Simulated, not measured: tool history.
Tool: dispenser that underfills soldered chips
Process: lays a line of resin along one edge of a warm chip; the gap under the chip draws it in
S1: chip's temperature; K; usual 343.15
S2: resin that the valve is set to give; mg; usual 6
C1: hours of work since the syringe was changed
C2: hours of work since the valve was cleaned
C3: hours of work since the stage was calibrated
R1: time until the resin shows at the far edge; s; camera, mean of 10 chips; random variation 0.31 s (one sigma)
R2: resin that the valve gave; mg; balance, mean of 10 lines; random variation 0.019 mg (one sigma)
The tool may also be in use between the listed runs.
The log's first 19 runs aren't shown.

{"hour": 67.9, "done": "new syringe of resin"}
{"run": 20, "hour": 70.0, "S1": 341.15, "S2": 7.25, "C1": 1, "C2": 10, "C3": 105, "R1": 8.6, "R2": 7.18}
{"run": 21, "hour": 74.5, "S1": 350.15, "S2": 7.17, "C1": 5, "C2": 13, "C3": 108, "R1": 7.9, "R2": 7.11}
{"hour": 76.9, "done": "new syringe of resin"}
{"run": 22, "hour": 79.1, "S1": 328.15, "S2": 5.5, "C1": 2, "C2": 16, "C3": 111, "R1": 14.3, "R2": 5.44}
{"run": 23, "hour": 82.0, "S1": 328.15, "S2": 5.5, "C1": 4, "C2": 18, "C3": 113, "R1": 16.7, "R2": 5.44}
{"run": 24, "hour": 84.9, "S1": 328.15, "S2": 5.5, "C1": 6, "C2": 20, "C3": 115, "R1": 18.9, "R2": 5.44}
{"hour": 85.9, "done": "new syringe of resin"}
{"run": 25, "hour": 89.1, "S1": 343.15, "S2": 5.52, "C1": 2, "C2": 23, "C3": 118, "R1": 8.6, "R2": 5.45}
{"run": 26, "hour": 92.6, "S1": 330.15, "S2": 6.15, "C1": 5, "C2": 26, "C3": 120, "R1": 16.4, "R2": 6.05}
{"hour": 94.9, "done": "new syringe of resin"}
{"run": 27, "hour": 96.3, "S1": 330.15, "S2": 6.15, "C1": 1, "C2": 28, "C3": 123, "R1": 13.6, "R2": 6.05}
{"run": 28, "hour": 100.4, "S1": 330.15, "S2": 7.55, "C1": 4, "C2": 31, "C3": 126, "R1": 15.3, "R2": 7.43}
{"hour": 103.9, "done": "new syringe of resin"}
{"run": 29, "hour": 104.8, "S1": 332.15, "S2": 5.88, "C1": 1, "C2": 34, "C3": 128, "R1": 11.7, "R2": 5.76}
{"run": 30, "hour": 106.8, "S1": 332.15, "S2": 5.88, "C1": 2, "C2": 35, "C3": 130, "R1": 13.7, "R2": 5.75}

3 ways to go on from here, each from the tool as it stands after run 30. What would each give?
{"run": "A", "hour": 109.1, "S1": 332.15, "S2": 5.94, "C1": 4, "C2": 37, "C3": 131, "R1": "?", "R2": "?"}
{"run": "B", "hour": 109.1, "S1": 344.15, "S2": 5.86, "C1": 4, "C2": 37, "C3": 131, "R1": "?", "R2": "?"}
{"run": "C", "hour": 109.1, "S1": 350.15, "S2": 7.04, "C1": 4, "C2": 37, "C3": 131, "R1": "?", "R2": "?"}

run=A R1=13.7 R2=5.83
run=B R1=10 R2=5.76
run=C R1=7.6 R2=6.88
Without the tool's hidden state the same runs would have given:
run=A R1=10.9 R2=5.94
run=B R1=8 R2=5.87
run=C R1=6 R2=7.01

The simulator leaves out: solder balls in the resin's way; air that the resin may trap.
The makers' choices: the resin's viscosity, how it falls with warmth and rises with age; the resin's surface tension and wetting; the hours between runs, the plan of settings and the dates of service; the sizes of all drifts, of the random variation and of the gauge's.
